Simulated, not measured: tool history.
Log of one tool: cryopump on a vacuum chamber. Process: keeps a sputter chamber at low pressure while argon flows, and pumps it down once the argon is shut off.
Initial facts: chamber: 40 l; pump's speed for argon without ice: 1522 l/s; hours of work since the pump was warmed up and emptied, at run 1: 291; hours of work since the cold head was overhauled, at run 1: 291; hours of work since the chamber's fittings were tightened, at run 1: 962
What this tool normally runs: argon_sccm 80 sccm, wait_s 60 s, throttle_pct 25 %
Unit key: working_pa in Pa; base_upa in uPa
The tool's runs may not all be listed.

run,day,argon_sccm,wait_s,throttle_pct,hours of work since the pump was warmed up and emptied,hours of work since the cold head was overhauled,hours of work since the chamber's fittings were tightened,working_pa,base_upa
1,0,80,60,25,291,291,962,0.3693,1.75
2,0.729,80,60,25,300,300,971,0.3635,1.82
3,1.254,80,60,25,306,306,977,0.3668,1.8
4,1.717,80,60,25,312,312,983,0.367,1.8
5,2.583,80,60,25,322,322,993,0.3663,1.79
6,3.05,80,60,25,327,327,998,0.3682,1.81
7,3.562,80,60,25,333,333,1004,0.3707,1.84
8,4.288,80,60,25,342,342,1013,0.3661,1.83
9,5.212,80,60,25,353,353,1024,0.3659,1.85
10,6.038,80,60,25,363,363,1034,0.3709,1.83
11,6.683,114,32,51,370,370,1041,0.2683,2.75
12,7.433,74,32,53,379,379,1050,0.1687,2.8
13,7.858,56,114,25,384,384,1055,0.2602,1.4
14,8.812,72,120,53,395,395,1066,0.1653,1.42
15,9.608,80,60,59,405,405,1076,0.1656,1.88
16,10.154,80,60,59,411,411,1082,0.1672,1.94
17,10.562,80,60,59,416,416,1087,0.1672,1.99
18,10.983,80,60,59,421,421,1092,0.1678,1.89

Pick out some run-to-run changes in working_pa. Of each, how much would a tool without hidden state show as well, from the settings, what came in and chance, and how much is left for the hidden state and any gauge scatter not in both results compared?
The hidden state here: pump's speed, % of a pump's without ice; cold plate's temperature, K; leak into the chamber, uPa l/s; drift of the gauge itself on working_pa, %; drift of the gauge itself on base_upa, %.
Run 10 -> 11: argon_sccm 80 -> 114, wait_s 60 -> 32, throttle_pct 25 -> 51. working_pa -0.1026 Pa: hidden state +0.0064, all else -0.109.
Run 11 -> 12: argon_sccm 114 -> 74, throttle_pct 51 -> 53. working_pa -0.0996 Pa: hidden state -0.0069, all else -0.0927.
